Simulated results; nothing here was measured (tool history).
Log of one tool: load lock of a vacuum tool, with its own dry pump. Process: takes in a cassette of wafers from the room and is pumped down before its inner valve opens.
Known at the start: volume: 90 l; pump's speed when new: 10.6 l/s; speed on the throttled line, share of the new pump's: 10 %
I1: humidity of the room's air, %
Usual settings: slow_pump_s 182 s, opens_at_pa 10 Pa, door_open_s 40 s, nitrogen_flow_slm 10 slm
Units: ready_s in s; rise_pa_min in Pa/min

run 1 hour=0 | slow_pump_s=182 opens_at_pa=10 door_open_s=40 nitrogen_flow_slm=10 | I1=45.2 | ready_s=243.5 rise_pa_min=0.037
run 2 hour=495.1 | slow_pump_s=202 opens_at_pa=10 door_open_s=40 nitrogen_flow_slm=10 | I1=43.9 | ready_s=261.3 rise_pa_min=0.041
run 3 hour=1066.7 | slow_pump_s=202 opens_at_pa=10 door_open_s=126 nitrogen_flow_slm=10 | I1=45 | ready_s=262.9 rise_pa_min=0.09
run 4 hour=1683.1 | slow_pump_s=202 opens_at_pa=10 door_open_s=126 nitrogen_flow_slm=10 | I1=44.5 | ready_s=263.4 rise_pa_min=0.09
run 5 hour=2323.5 | slow_pump_s=202 opens_at_pa=10 door_open_s=126 nitrogen_flow_slm=10 | I1=45 | ready_s=263.8 rise_pa_min=0.097
run 6 hour=2729.3 | slow_pump_s=202 opens_at_pa=10 door_open_s=126 nitrogen_flow_slm=10 | I1=45.7 | ready_s=263.6 rise_pa_min=0.103
run 7 hour=3396 | slow_pump_s=202 opens_at_pa=10 door_open_s=126 nitrogen_flow_slm=10 | I1=43.9 | ready_s=264.8 rise_pa_min=0.105
run 8 hour=3787.5 | slow_pump_s=202 opens_at_pa=19 door_open_s=126 nitrogen_flow_slm=24 | I1=45.9 | ready_s=258.9 rise_pa_min=0.093
run 9 hour=4351.6 | slow_pump_s=103 opens_at_pa=19 door_open_s=113 nitrogen_flow_slm=24 | I1=47.4 | ready_s=171.1 rise_pa_min=0.102
run 10 hour=4845.5 | slow_pump_s=95 opens_at_pa=12 door_open_s=112 nitrogen_flow_slm=4 | I1=44.2 | ready_s=168.7 rise_pa_min=0.128

4 ways to go on from here, each from the tool as it stands after run 10. What would each give?
run A hour=5310.7 | slow_pump_s=182 opens_at_pa=11 door_open_s=40 nitrogen_flow_slm=7 | I1=47.6 | ready_s=? rise_pa_min=?
run B hour=5310.7 | slow_pump_s=95 opens_at_pa=14 door_open_s=128 nitrogen_flow_slm=5 | I1=46.5 | ready_s=? rise_pa_min=?
run C hour=5310.7 | slow_pump_s=126 opens_at_pa=18 door_open_s=40 nitrogen_flow_slm=5 | I1=44.4 | ready_s=? rise_pa_min=?
run D hour=5310.7 | slow_pump_s=92 opens_at_pa=12 door_open_s=112 nitrogen_flow_slm=40 | I1=45.6 | ready_s=? rise_pa_min=?

run=A ready_s=247.8 rise_pa_min=0.094
run=B ready_s=168.6 rise_pa_min=0.15
run=C ready_s=193.3 rise_pa_min=0.096
run=D ready_s=166.8 rise_pa_min=0.097
Without the tool's hidden state the same runs would have given:
run=A ready_s=241.8 rise_pa_min=0.04
run=B ready_s=162 rise_pa_min=0.094
run=C ready_s=187.1 rise_pa_min=0.04
run=D ready_s=160.1 rise_pa_min=0.041
